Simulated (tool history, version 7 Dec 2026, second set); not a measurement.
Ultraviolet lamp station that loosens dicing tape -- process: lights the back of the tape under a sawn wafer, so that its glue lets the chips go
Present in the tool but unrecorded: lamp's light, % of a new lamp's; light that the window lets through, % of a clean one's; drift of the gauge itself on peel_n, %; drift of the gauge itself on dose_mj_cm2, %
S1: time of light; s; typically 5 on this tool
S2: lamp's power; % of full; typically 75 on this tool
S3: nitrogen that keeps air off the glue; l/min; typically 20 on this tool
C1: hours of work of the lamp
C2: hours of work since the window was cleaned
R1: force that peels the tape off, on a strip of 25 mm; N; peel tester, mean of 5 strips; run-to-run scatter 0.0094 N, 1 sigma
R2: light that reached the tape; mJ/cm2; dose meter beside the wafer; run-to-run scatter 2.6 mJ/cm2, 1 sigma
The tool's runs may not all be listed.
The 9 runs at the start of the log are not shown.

Run 10, hour 147: usual settings but S1 2 s; C1 553; C2 285. Result: R1 3.597 N, R2 105 mJ/cm2.
Run 11, hour 167.8: usual settings but S2 76 % of full; C1 565; C2 298. Result: R1 0.784 N, R2 265 mJ/cm2.
Run 12, hour 180.4: usual settings but S2 76 % of full; C1 573; C2 305. Result: R1 0.818 N, R2 266 mJ/cm2.
Run 13, hour 200.8: usual settings but S2 76 % of full; C1 585; C2 317. Result: R1 0.818 N, R2 266 mJ/cm2.
Run 14, hour 226.7: usual settings but S2 81 % of full; C1 601; C2 333. Result: R1 0.723 N, R2 278 mJ/cm2.
Run 15, hour 238.8: usual settings but S2 81 % of full; C1 608; C2 340. Result: R1 0.736 N, R2 281 mJ/cm2.
Run 16, hour 264.4: usual settings but S1 3 s; C1 623; C2 356. Result: R1 2.352 N, R2 148 mJ/cm2.
Run 17, hour 281.1: usual settings but S1 3 s, S3 19 l/min; C1 633; C2 366. Result: R1 2.425 N, R2 149 mJ/cm2.
At hour 285.1: window cleaned of glue's vapour.
Run 18, hour 293.6: usual settings but S1 3 s, S2 65 % of full, S3 19 l/min; C1 641; C2 5. Result: R1 2.601 N, R2 145 mJ/cm2.
Run 19, hour 319.6: usual settings but S3 23 l/min; C1 656; C2 21. Result: R1 0.661 N, R2 275 mJ/cm2.
Run 20, hour 340.3: usual settings but S3 23 l/min; C1 669; C2 33. Result: R1 0.675 N, R2 274 mJ/cm2.
Run 21, hour 365.1: usual settings but S2 71 % of full, S3 6 l/min; C1 683; C2 48. Result: R1 2.233 N, R2 255 mJ/cm2.
Run 22, hour 389.3: usual settings but S3 22 l/min; C1 698; C2 63. Result: R1 0.71 N, R2 267 mJ/cm2.
Run 23, hour 408.5: usual settings but S1 3 s; C1 710; C2 74. Result: R1 2.176 N, R2 154 mJ/cm2.
Run 24, hour 433.6: usual settings but S1 3 s, S2 64 % of full, S3 12 l/min; C1 725; C2 89. Result: R1 3.457 N, R2 133 mJ/cm2.
Run 25, hour 447.2: usual settings but S1 4 s, S3 26 l/min; C1 733; C2 97. Result: R1 1.163 N, R2 212 mJ/cm2.
Run 26, hour 461.6: usual settings but S1 9 s, S2 73 % of full, S3 36 l/min; C1 741; C2 106. Result: R1 0.105 N, R2 453 mJ/cm2.
Run 27, hour 473.4: usual settings but S1 9 s, S2 72 % of full, S3 36 l/min; C1 748; C2 113. Result: R1 0.116 N, R2 451 mJ/cm2.
Run 28, hour 487.3: usual settings but S1 9 s, S2 72 % of full, S3 36 l/min; C1 757; C2 121. Result: R1 0.12 N, R2 442 mJ/cm2.
Run 29, hour 500.6: usual settings but S2 78 % of full, S3 6 l/min; C1 765; C2 129. Result: R1 2.036 N, R2 266 mJ/cm2.
Run 30, hour 525.9: usual settings but S2 83 % of full, S3 7 l/min; C1 780; C2 145. Result: R1 1.686 N, R2 275 mJ/cm2.
Run 31, hour 550.7: usual settings but S1 2 s, S2 68 % of full, S3 6 l/min; C1 795; C2 160. Result: R1 6.052 N, R2 96 mJ/cm2.
Run 32, hour 562.7: usual settings but S2 61 % of full, S3 16 l/min; C1 802; C2 167. Result: R1 1.69 N, R2 208 mJ/cm2.
Run 33, hour 579: usual settings but S2 61 % of full, S3 16 l/min; C1 812; C2 176. Result: R1 1.724 N, R2 203 mJ/cm2.
Run 34, hour 595.8: usual settings but S1 9 s, S2 61 % of full, S3 34 l/min; C1 822; C2 187. Result: R1 0.208 N, R2 358 mJ/cm2.

Predict the results of run 35:
Run 35, hour 619.8: usual settings but S1 9 s, S2 61 % of full, S3 24 l/min; C1 836; C2 201. Result: R1 ?, R2 ?.

R1: 0.306 N
R2: 357 mJ/cm2
Minus the tool's unlogged condition, the same run would have read R1 0.12 N, R2 505 mJ/cm2.

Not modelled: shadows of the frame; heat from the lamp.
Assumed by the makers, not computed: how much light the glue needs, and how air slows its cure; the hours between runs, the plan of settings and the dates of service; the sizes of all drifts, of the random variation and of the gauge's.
